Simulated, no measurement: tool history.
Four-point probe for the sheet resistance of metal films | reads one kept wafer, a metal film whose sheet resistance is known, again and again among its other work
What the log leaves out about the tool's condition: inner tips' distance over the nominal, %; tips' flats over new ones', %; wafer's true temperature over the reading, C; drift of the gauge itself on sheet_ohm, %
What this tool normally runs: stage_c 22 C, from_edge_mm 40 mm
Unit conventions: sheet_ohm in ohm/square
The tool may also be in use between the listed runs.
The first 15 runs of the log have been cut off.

run   hour  stage_c  from_edge_mm  touches since the probe head was changed  hours of work since the stage's thermometer was calibrated  sheet_ohm
 16  179.3       19            40                                     46918                                                         538   2.425573
 17  189.7       23            59                                     47413                                                         545   2.432570
 18  200.6       32            40                                     47925                                                         552   2.448446
 19  213.0       19            11                                     48515                                                         561   2.442066
 20  223.7       26            38                                     49019                                                         568   2.438011
 21  231.8       27            20                                     49405                                                         573   2.441925
 22  240.8       20            25                                     49831                                                         579   2.430295
 23  249.1       20            25                                     50221                                                         584   2.429166
 24  258.3       22            34                                     50655                                                         591   2.431122
 25  267.0       24             9                                     51067                                                         596   2.458255
 26  279.3       19             8                                     51651                                                         604   2.455978
 27  291.5       19             8                                     52227                                                         612   2.455284
 28  307.1       19             8                                     52964                                                         623   2.455402
 29  316.1       35            32                                     53393                                                         629   2.450643
 30  332.2       19            11                                     54153                                                         639   2.441086
 31  347.8       22            12                                     54890                                                         650   2.443123
 32  357.9       20            10                                     55368                                                         656   2.445117

5 options for the next run, each taken on its own from the tool as it stands now. Forecast them:
  A  370.8       19            15                                     55980                                                         665          ?
  B  370.8       20            49                                     55980                                                         665          ?
  C  370.8       23            10                                     55980                                                         665          ?
  D  370.8       25            35                                     55980                                                         665          ?
  E  370.8       34             8                                     55980                                                         665          ?

run  sheet_ohm
  A   2.431937
  B   2.424846
  C   2.450451
  D   2.433692
  E   2.479728
Without the tool's hidden state the same runs would have given:
run  sheet_ohm
  A   2.442392
  B   2.435268
  C   2.460963
  D   2.444128
  E   2.490313
